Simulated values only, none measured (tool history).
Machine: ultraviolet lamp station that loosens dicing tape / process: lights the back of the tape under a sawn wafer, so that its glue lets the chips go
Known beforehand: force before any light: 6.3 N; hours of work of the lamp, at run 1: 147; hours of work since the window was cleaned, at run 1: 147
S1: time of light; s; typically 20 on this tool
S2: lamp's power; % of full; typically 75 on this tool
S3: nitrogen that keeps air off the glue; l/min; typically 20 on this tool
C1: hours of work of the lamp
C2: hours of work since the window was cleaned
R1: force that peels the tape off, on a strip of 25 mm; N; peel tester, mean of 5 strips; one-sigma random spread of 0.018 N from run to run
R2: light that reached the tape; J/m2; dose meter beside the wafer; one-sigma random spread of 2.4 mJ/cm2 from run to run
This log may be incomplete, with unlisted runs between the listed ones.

run 1 hour=0 | S1=20 S2=75 S3=20 | C1=147 C2=147 | R1=1.118 R2=2160
run 2 hour=66.2 | S1=20 S2=75 S3=14 | C1=196 C2=196 | R1=1.392 R2=2100
run 3 hour=139.3 | S1=20 S2=75 S3=20 | C1=251 C2=251 | R1=1.339 R2=2020
run 4 hour=216.8 | S1=20 S2=75 S3=20 | C1=309 C2=309 | R1=1.472 R2=1910
run 5 hour=283.3 | S1=20 S2=75 S3=20 | C1=359 C2=359 | R1=1.553 R2=1790
run 6 hour=364.3 | S1=20 S2=75 S3=20 | C1=419 C2=419 | R1=1.754 R2=1660
run 7 hour=427.2 | S1=20 S2=75 S3=6 | C1=466 C2=466 | R1=2.629 R2=1600
run 8 hour=476.1 | S1=20 S2=75 S3=6 | C1=503 C2=503 | R1=2.678 R2=1530
run 9 hour=534.2 | S1=20 S2=75 S3=6 | C1=546 C2=546 | R1=2.894 R2=1430
run 10 hour=568 | S1=20 S2=75 S3=6 | C1=572 C2=572 | R1=2.848 R2=1430
-- hour=624 lamp changed
-- hour=624.5 window cleaned of glue's vapour
run 11 hour=630.1 | S1=20 S2=75 S3=6 | C1=4 C2=4 | R1=1.592 R2=2550
run 12 hour=700 | S1=20 S2=67 S3=20 | C1=56 C2=56 | R1=1.159 R2=2080
run 13 hour=748.6 | S1=20 S2=75 S3=20 | C1=93 C2=93 | R1=1.051 R2=2290
run 14 hour=822.4 | S1=20 S2=69 S3=20 | C1=148 C2=148 | R1=1.278 R2=2030
run 15 hour=888.7 | S1=19 S2=75 S3=20 | C1=198 C2=198 | R1=1.342 R2=2000
run 16 hour=925 | S1=19 S2=75 S3=20 | C1=225 C2=225 | R1=1.389 R2=1960
run 17 hour=980.5 | S1=20 S2=75 S3=20 | C1=266 C2=266 | R1=1.334 R2=1970
run 18 hour=1046 | S1=20 S2=75 S3=20 | C1=315 C2=315 | R1=1.434 R2=1900
run 19 hour=1083.5 | S1=20 S2=75 S3=20 | C1=343 C2=343 | R1=1.42 R2=1870
run 20 hour=1129.9 | S1=20 S2=75 S3=20 | C1=378 C2=378 | R1=1.568 R2=1760
run 21 hour=1188.5 | S1=20 S2=75 S3=20 | C1=422 C2=422 | R1=1.688 R2=1730
run 22 hour=1254.5 | S1=12 S2=75 S3=20 | C1=471 C2=471 | R1=2.86 R2=960
run 23 hour=1330.1 | S1=12 S2=63 S3=12 | C1=528 C2=528 | R1=3.709 R2=760
run 24 hour=1406.8 | S1=10 S2=67 S3=16 | C1=585 C2=585 | R1=3.91 R2=640
-- hour=1439.6 lamp changed
-- hour=1440.1 window cleaned of glue's vapour
run 25 hour=1484.4 | S1=27 S2=64 S3=19 | C1=33 C2=33 | R1=0.725 R2=2890
run 26 hour=1536.2 | S1=16 S2=66 S3=7 | C1=72 C2=72 | R1=2.312 R2=1700
run 27 hour=1579.3 | S1=16 S2=66 S3=7 | C1=104 C2=104 | R1=2.472 R2=1640
run 28 hour=1647.6 | S1=26 S2=75 S3=7 | C1=155 C2=155 | R1=1.237 R2=2920
run 29 hour=1721.8 | S1=26 S2=75 S3=7 | C1=211 C2=211 | R1=1.333 R2=2790
run 30 hour=1788.8 | S1=18 S2=88 S3=15 | C1=261 C2=261 | R1=1.325 R2=2140
run 31 hour=1848.7 | S1=18 S2=88 S3=15 | C1=306 C2=306 | R1=1.436 R2=2100
run 32 hour=1894.7 | S1=20 S2=92 S3=13 | C1=340 C2=340 | R1=1.3 R2=2310
run 33 hour=1960.1 | S1=20 S2=92 S3=13 | C1=389 C2=389 | R1=1.431 R2=2200
run 34 hour=2022.3 | S1=39 S2=75 S3=36 | C1=435 C2=435 | R1=0.423 R2=3310
run 35 hour=2071.9 | S1=39 S2=75 S3=36 | C1=473 C2=473 | R1=0.464 R2=3260
run 36 hour=2140.1 | S1=25 S2=75 S3=17 | C1=524 C2=524 | R1=1.46 R2=1910
run 37 hour=2178.8 | S1=25 S2=75 S3=17 | C1=553 C2=553 | R1=1.58 R2=1880
run 38 hour=2217.3 | S1=19 S2=74 S3=27 | C1=581 C2=581 | R1=1.943 R2=1350
-- hour=2253.8 lamp changed
-- hour=2254.3 window cleaned of glue's vapour
run 39 hour=2267.9 | S1=19 S2=74 S3=27 | C1=10 C2=10 | R1=0.9 R2=2380
run 40 hour=2316.1 | S1=24 S2=79 S3=21 | C1=46 C2=46 | R1=0.636 R2=3120
run 41 hour=2385.4 | S1=24 S2=79 S3=21 | C1=98 C2=98 | R1=0.66 R2=2970
run 42 hour=2448.3 | S1=38 S2=75 S3=20 | C1=145 C2=145 | R1=0.373 R2=4320

Alternative continuations, all from the tool just after run 42; predict every row:
run A hour=2527.9 | S1=13 S2=95 S3=7 | C1=205 C2=205 | R1=? R2=?
run B hour=2527.9 | S1=20 S2=87 S3=18 | C1=205 C2=205 | R1=? R2=?
run C hour=2527.9 | S1=20 S2=63 S3=20 | C1=205 C2=205 | R1=? R2=?
run D hour=2527.9 | S1=12 S2=75 S3=34 | C1=205 C2=205 | R1=? R2=?
run E hour=2527.9 | S1=27 S2=65 S3=31 | C1=205 C2=205 | R1=? R2=?

run=A R1=2.248 R2=1810
run=B R1=0.99 R2=2480
run=C R1=1.597 R2=1790
run=D R1=2.023 R2=1320
run=E R1=0.768 R2=2480
Take away the tool's hidden state, keep each run's random variation, and the runs would have read:
run=A R1=1.834 R2=2180
run=B R1=0.713 R2=3000
run=C R1=1.22 R2=2170
run=D R1=1.611 R2=1590
run=E R1=0.544 R2=3000

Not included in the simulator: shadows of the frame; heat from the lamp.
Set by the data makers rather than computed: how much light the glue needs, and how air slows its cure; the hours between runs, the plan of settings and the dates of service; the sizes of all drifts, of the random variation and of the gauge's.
